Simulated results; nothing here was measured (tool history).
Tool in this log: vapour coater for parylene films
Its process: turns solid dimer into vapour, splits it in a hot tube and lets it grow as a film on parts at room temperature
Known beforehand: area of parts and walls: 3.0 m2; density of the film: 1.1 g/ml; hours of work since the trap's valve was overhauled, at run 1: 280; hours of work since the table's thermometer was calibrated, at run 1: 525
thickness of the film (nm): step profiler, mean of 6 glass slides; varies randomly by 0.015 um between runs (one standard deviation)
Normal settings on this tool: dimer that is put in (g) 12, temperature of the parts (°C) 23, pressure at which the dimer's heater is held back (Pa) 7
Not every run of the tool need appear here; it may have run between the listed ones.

run	hour	dimer that is put in (g)	temperature of the parts (°C)	pressure at which the dimer's heater is held back (Pa)	hours of work since the trap's valve was overhauled	hours of work since the table's thermometer was calibrated	thickness of the film (nm)
1	0	12	23	7	280	525	1720
2	41.6	12	32	7	304	549	1340
3	97.5	12	32	7	337	581	1330
4	142.2	12	32	7	363	607	1330
5	182.2	12	32	7	386	631	1350
6	208.7	12	23	10.42	402	646	1630
7	231.7	12	23	10.42	415	660	1630
8	257.2	12	23	10.42	430	674	1610
9	306.2	12	23	10.42	458	703	1620
# hour 342.1: trap's valve overhauled
10	344.7	12	23	10.42	2	723	1610
11	373.9	12	23	10.42	19	740	1600
12	399.6	14	23	7	33	755	2010
13	437.5	12	31	7	56	777	1370
14	478	12	31	7	79	801	1370
15	501.1	9	22	3.87	93	814	1500
16	543.2	6	28	3.7	117	838	840
17	566.6	6	17	7	131	852	1040
18	617.3	13	19	9.45	160	882	2020
19	669.6	8	21	2.17	191	912	1530
20	713.3	15	24	10.12	216	937	1990
21	749.2	12	27	7	237	958	1560
22	787	14	24	2.8	259	980	2310
23	810.5	14	24	2.8	273	994	2320
24	833.6	14	24	2.8	286	1007	2330

Across each entry between runs, compare the hidden state at the last listed run before it with the hidden state at the first listed run after it:
Between runs 9 and 10: trap's valve overhauled (hour 342.1)
  vapour lost through the trap's worn valve, %: 0.3 -> 0
